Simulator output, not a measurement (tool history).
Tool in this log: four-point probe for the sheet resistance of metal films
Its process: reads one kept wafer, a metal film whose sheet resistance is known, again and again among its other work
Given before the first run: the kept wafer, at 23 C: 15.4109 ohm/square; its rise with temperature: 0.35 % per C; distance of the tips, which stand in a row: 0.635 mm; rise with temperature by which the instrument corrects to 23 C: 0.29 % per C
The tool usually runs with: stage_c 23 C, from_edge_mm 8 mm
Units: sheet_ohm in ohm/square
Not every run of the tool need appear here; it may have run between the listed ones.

{"run": 1, "hour": 0.0, "stage_c": 23, "from_edge_mm": 8, "sheet_ohm": 15.463363}
{"run": 2, "hour": 12.3, "stage_c": 23, "from_edge_mm": 8, "sheet_ohm": 15.460286}
{"run": 3, "hour": 22.8, "stage_c": 23, "from_edge_mm": 8, "sheet_ohm": 15.463121}
{"run": 4, "hour": 40.7, "stage_c": 23, "from_edge_mm": 8, "sheet_ohm": 15.471069}
{"run": 5, "hour": 62.0, "stage_c": 23, "from_edge_mm": 8, "sheet_ohm": 15.469696}
{"run": 6, "hour": 75.5, "stage_c": 23, "from_edge_mm": 8, "sheet_ohm": 15.467416}
{"run": 7, "hour": 84.4, "stage_c": 23, "from_edge_mm": 10, "sheet_ohm": 15.444954}
{"run": 8, "hour": 102.8, "stage_c": 20, "from_edge_mm": 19, "sheet_ohm": 15.397425}
{"run": 9, "hour": 118.0, "stage_c": 21, "from_edge_mm": 5, "sheet_ohm": 15.524221}
{"run": 10, "hour": 133.3, "stage_c": 21, "from_edge_mm": 5, "sheet_ohm": 15.526534}
{"run": 11, "hour": 154.0, "stage_c": 23, "from_edge_mm": 25, "sheet_ohm": 15.421278}
{"run": 12, "hour": 170.4, "stage_c": 23, "from_edge_mm": 25, "sheet_ohm": 15.416175}
{"run": 13, "hour": 183.3, "stage_c": 28, "from_edge_mm": 17, "sheet_ohm": 15.466834}

What if the next run were any one of these 5? Each begins from the tool's condition after run 13:
{"run": "A", "hour": 194.1, "stage_c": 20, "from_edge_mm": 10, "sheet_ohm": "?"}
{"run": "B", "hour": 194.1, "stage_c": 28, "from_edge_mm": 13, "sheet_ohm": "?"}
{"run": "C", "hour": 194.1, "stage_c": 19, "from_edge_mm": 23, "sheet_ohm": "?"}
{"run": "D", "hour": 194.1, "stage_c": 22, "from_edge_mm": 51, "sheet_ohm": "?"}
{"run": "E", "hour": 194.1, "stage_c": 23, "from_edge_mm": 8, "sheet_ohm": "?"}

run=A sheet_ohm=15.423515
run=B sheet_ohm=15.475533
run=C sheet_ohm=15.383849
run=D sheet_ohm=15.404163
run=E sheet_ohm=15.459636
Without the tool's hidden state the same runs would have given:
run=A sheet_ohm=15.42239
run=B sheet_ohm=15.474402
run=C sheet_ohm=15.382726
run=D sheet_ohm=15.403039
run=E sheet_ohm=15.458508

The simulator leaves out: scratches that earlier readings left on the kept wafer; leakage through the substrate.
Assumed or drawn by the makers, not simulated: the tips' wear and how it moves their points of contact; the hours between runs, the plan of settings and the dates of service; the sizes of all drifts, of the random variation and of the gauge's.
